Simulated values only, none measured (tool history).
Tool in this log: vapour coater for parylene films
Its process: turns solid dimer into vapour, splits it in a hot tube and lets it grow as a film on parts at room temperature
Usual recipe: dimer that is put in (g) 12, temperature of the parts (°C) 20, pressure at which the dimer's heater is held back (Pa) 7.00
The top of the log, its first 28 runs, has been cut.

| run | hour | dimer that is put in (g) | temperature of the parts (°C) | pressure at which the dimer's heater is held back (Pa) | hours of work since the trap's valve was overhauled | hours of work since the table's thermometer was calibrated | thickness of the film (nm) |
|---|---|---|---|---|---|---|---|
| 29 | 473.3 | 17 | 24 | 6.14 | 383 | 547 | 6880 |
| 30 | 487.2 | 17 | 13 | 6.14 | 389 | 553 | 8310 |
| 31 | 506.8 | 21 | 14 | 2.94 | 397 | 561 | 10550 |
|  | 519.1 | trap's valve overhauled |
| 32 | 524.9 | 12 | 31 | 2.85 | 2 | 566 | 4530 |
| 33 | 545.2 | 16 | 22 | 7.00 | 10 | 574 | 6730 |
| 34 | 562.4 | 16 | 22 | 7.00 | 17 | 581 | 6730 |
| 35 | 578.2 | 16 | 15 | 11.23 | 24 | 588 | 7380 |
| 36 | 587.5 | 6 | 15 | 6.65 | 27 | 591 | 2820 |
| 37 | 604.0 | 19 | 21 | 4.92 | 34 | 598 | 8230 |
| 38 | 625.9 | 22 | 20 | 7.00 | 43 | 607 | 9520 |
| 39 | 647.1 | 7 | 18 | 5.91 | 51 | 615 | 3200 |
| 40 | 658.6 | 19 | 27 | 4.34 | 56 | 620 | 7560 |
| 41 | 676.5 | 18 | 16 | 3.68 | 63 | 627 | 8620 |
| 42 | 690.3 | 17 | 16 | 8.04 | 68 | 633 | 7800 |
| 43 | 711.9 | 12 | 20 | 3.19 | 77 | 641 | 5460 |
| 44 | 727.1 | 10 | 13 | 7.00 | 83 | 647 | 4880 |
| 45 | 747.5 | 10 | 13 | 7.00 | 91 | 655 | 4880 |
| 46 | 763.4 | 10 | 13 | 7.00 | 98 | 662 | 4930 |

5 ways to go on from here, each from the tool as it stands after run 46. What would each give?
| A | 775.6 | 7 | 18 | 2.46 | 103 | 667 | ? |
| B | 775.6 | 10 | 20 | 7.00 | 103 | 667 | ? |
| C | 775.6 | 6 | 28 | 7.00 | 103 | 667 | ? |
| D | 775.6 | 12 | 20 | 2.65 | 103 | 667 | ? |
| E | 775.6 | 9 | 13 | 7.23 | 103 | 667 | ? |

| run | thickness of the film (nm) |
|---|---|
| A | 3340 |
| B | 4330 |
| C | 2280 |
| D | 5490 |
| E | 4290 |
With no hidden state in the tool, these same runs would have given:
| run | thickness of the film (nm) |
|---|---|
| A | 3350 |
| B | 4330 |
| C | 2280 |
| D | 5490 |
| E | 4300 |
